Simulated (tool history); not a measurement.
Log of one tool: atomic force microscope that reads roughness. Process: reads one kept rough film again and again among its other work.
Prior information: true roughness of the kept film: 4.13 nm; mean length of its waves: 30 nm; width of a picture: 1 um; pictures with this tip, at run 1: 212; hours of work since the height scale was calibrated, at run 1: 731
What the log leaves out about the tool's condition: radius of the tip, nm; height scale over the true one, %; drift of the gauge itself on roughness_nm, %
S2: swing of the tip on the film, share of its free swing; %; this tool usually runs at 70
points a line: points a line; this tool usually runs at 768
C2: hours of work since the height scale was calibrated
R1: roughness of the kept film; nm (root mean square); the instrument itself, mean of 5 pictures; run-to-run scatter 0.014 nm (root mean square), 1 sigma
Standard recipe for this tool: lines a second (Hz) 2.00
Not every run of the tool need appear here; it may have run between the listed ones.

Run 1, hour 0.0: usual settings; pictures with this tip 212; C2 731. Result: R1 3.410 nm (root mean square).
Run 2, hour 32.5: usual settings; pictures with this tip 282; C2 752. Result: R1 3.398 nm (root mean square).
At hour 44.9: new tip fitted.
Run 3, hour 65.0: usual settings; pictures with this tip 43; C2 773. Result: R1 3.422 nm (root mean square).
Run 4, hour 91.0: usual settings but points a line 359; pictures with this tip 100; C2 790. Result: R1 3.391 nm (root mean square).
Run 5, hour 123.1: usual settings but S2 79 %, points a line 359; pictures with this tip 169; C2 810. Result: R1 3.211 nm (root mean square).
Run 6, hour 162.9: usual settings but points a line 822; pictures with this tip 255; C2 836. Result: R1 3.401 nm (root mean square).
At hour 187.6: new tip fitted.
Run 7, hour 198.4: usual settings but points a line 822; pictures with this tip 23; C2 858. Result: R1 3.431 nm (root mean square).
Run 8, hour 217.5: usual settings but points a line 822; pictures with this tip 65; C2 870. Result: R1 3.422 nm (root mean square).
Run 9, hour 235.8: usual settings but points a line 599; pictures with this tip 104; C2 882. Result: R1 3.412 nm (root mean square).
Run 10, hour 256.1: usual settings; pictures with this tip 148; C2 895. Result: R1 3.429 nm (root mean square).
Run 11, hour 293.7: usual settings; pictures with this tip 229; C2 919. Result: R1 3.381 nm (root mean square).
At hour 329.8: new tip fitted.
Run 12, hour 332.4: usual settings but S2 69 %, points a line 930; pictures with this tip 6; C2 944. Result: R1 3.436 nm (root mean square).
Run 13, hour 369.0: usual settings but lines a second (Hz) 2.12, S2 59 %, points a line 439; pictures with this tip 85; C2 967. Result: R1 3.559 nm (root mean square).
Run 14, hour 393.0: usual settings but lines a second (Hz) 2.12, S2 59 %, points a line 439; pictures with this tip 137; C2 983. Result: R1 3.531 nm (root mean square).
Run 15, hour 429.8: usual settings but lines a second (Hz) 2.15, S2 73 %; pictures with this tip 216; C2 1006. Result: R1 3.316 nm (root mean square).
Run 16, hour 455.0: usual settings but points a line 295; pictures with this tip 271; C2 1022. Result: R1 3.370 nm (root mean square).
At hour 473.7: new tip fitted.
Run 17, hour 476.5: usual settings but lines a second (Hz) 0.84, S2 69 %, points a line 579; pictures with this tip 6; C2 1036. Result: R1 3.616 nm (root mean square).
Run 18, hour 513.6: usual settings but lines a second (Hz) 0.53, S2 81 %, points a line 521; pictures with this tip 86; C2 1060. Result: R1 3.582 nm (root mean square).
Run 19, hour 535.2: usual settings but lines a second (Hz) 0.53, S2 60 %, points a line 636; pictures with this tip 133; C2 1074. Result: R1 3.702 nm (root mean square).
Run 20, hour 552.5: usual settings but lines a second (Hz) 0.53, S2 80 %, points a line 1003; pictures with this tip 170; C2 1085. Result: R1 3.588 nm (root mean square).
Run 21, hour 592.1: usual settings but S2 74 %; pictures with this tip 256; C2 1110. Result: R1 3.330 nm (root mean square).
At hour 618.1: new tip fitted.
Run 22, hour 624.0: usual settings but lines a second (Hz) 1.38, points a line 712; pictures with this tip 12; C2 1130. Result: R1 3.528 nm (root mean square).

Alternative continuations, all from the tool just after run 22; predict every row:
Run A, hour 646.4: usual settings but lines a second (Hz) 1.38, S2 76 %, points a line 826; pictures with this tip 61; C2 1145. Result: R1 ?.
Run B, hour 646.4: usual settings but lines a second (Hz) 2.12, S2 76 %, points a line 457; pictures with this tip 61; C2 1145. Result: R1 ?.
Run C, hour 646.4: usual settings but lines a second (Hz) 2.73, S2 76 %, points a line 373; pictures with this tip 61; C2 1145. Result: R1 ?.
Run D, hour 646.4: usual settings but lines a second (Hz) 2.15, S2 71 %, points a line 326; pictures with this tip 61; C2 1145. Result: R1 ?.

run     R1
  A  3.421
  B  3.270
  C  3.146
  D  3.343
Stripped of hidden state, with their random variation kept, the same runs would have yielded:
run     R1
  A  3.424
  B  3.273
  C  3.149
  D  3.347
